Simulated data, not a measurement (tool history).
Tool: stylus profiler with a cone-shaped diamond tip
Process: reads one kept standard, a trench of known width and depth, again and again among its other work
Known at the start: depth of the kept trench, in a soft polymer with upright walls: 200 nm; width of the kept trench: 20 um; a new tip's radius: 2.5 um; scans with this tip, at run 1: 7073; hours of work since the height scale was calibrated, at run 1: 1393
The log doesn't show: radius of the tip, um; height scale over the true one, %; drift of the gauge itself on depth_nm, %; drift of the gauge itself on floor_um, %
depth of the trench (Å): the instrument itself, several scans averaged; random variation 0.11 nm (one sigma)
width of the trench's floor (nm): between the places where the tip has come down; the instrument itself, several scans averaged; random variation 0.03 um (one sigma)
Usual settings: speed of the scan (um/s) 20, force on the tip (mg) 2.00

run    hour  speed of the scan (um/s)  force on the tip (mg)  scans with this tip  hours of work since the height scale was calibrated  depth of the trench (Å)  width of the trench's floor (nm)
  1     0.0                        20                   2.00                 7073                                                 1393                   2013.2                             17930
  2    68.7                        20                   3.61                 7294                                                 1436                   2015.8                             17900
  3   103.2                        20                   3.61                 7405                                                 1458                   2018.8                             17990
  4   157.9                        20                   2.00                 7581                                                 1492                   2009.1                             17930
  5   194.9                        16                   2.00                 7700                                                 1516                   2012.0                             17950
  6   242.1                        16                   2.00                 7851                                                 1546                   2013.6                             17940
  7   276.1                        16                   2.00                 7961                                                 1567                   2011.8                             17930
  8   336.9                        16                   2.00                 8156                                                 1606                   2012.0                             17930
  9   383.6                        16                   2.00                 8306                                                 1635                   2013.5                             17960
 10   437.6                        20                   2.00                 8479                                                 1669                   2011.8                             17960
 11   490.7                        56                   2.00                 8650                                                 1703                   2013.0                             17770
 12   525.0                        20                   2.00                 8760                                                 1725                   2011.4                             17900
 13   560.5                        20                   2.00                 8874                                                 1747                   2011.7                             17940
 14   632.2                        25                   3.71                 9105                                                 1793                   2017.1                             17910
 15   688.1                        34                   2.99                 9284                                                 1828                   2015.3                             17910
 16   732.3                        43                   0.70                 9426                                                 1856                   2004.4                             17620
 17   783.6                        12                   1.22                 9591                                                 1888                   2009.3                             17940
 18   840.0                        13                   2.84                 9772                                                 1924                   2018.8                             17960
 19   906.3                        13                   2.46                 9985                                                 1966                   2013.4                             17940
 20   971.6                        24                   2.00                10195                                                 2007                   2011.6                             17910
 21  1025.8                        24                   5.59                10369                                                 2041                   2024.1                             17900
 22  1083.2                        30                   5.59                10554                                                 2078                   2022.8                             17920
 23  1152.6                        19                   3.49                10777                                                 2122                   2017.0                             17940
 24  1212.8                        59                   2.68                10970                                                 2160                   2013.3                             17730

Forecast each of these 3 alternatives for the next run:
  A  1256.6                         7                   0.99                11111                                                 2187                        ?                                 ?
  B  1256.6                        79                   0.99                11111                                                 2187                        ?                                 ?
  C  1256.6                         9                   2.11                11111                                                 2187                        ?                                 ?

run  depth of the trench (Å)  width of the trench's floor (nm)
  A                   2006.0                             17990
  B                   2009.3                             17360
  C                   2012.5                             17990
Without the tool's hidden state the same runs would have given:
run  depth of the trench (Å)  width of the trench's floor (nm)
  A                   2006.3                             18010
  B                   2009.7                             17370
  C                   2012.8                             18000
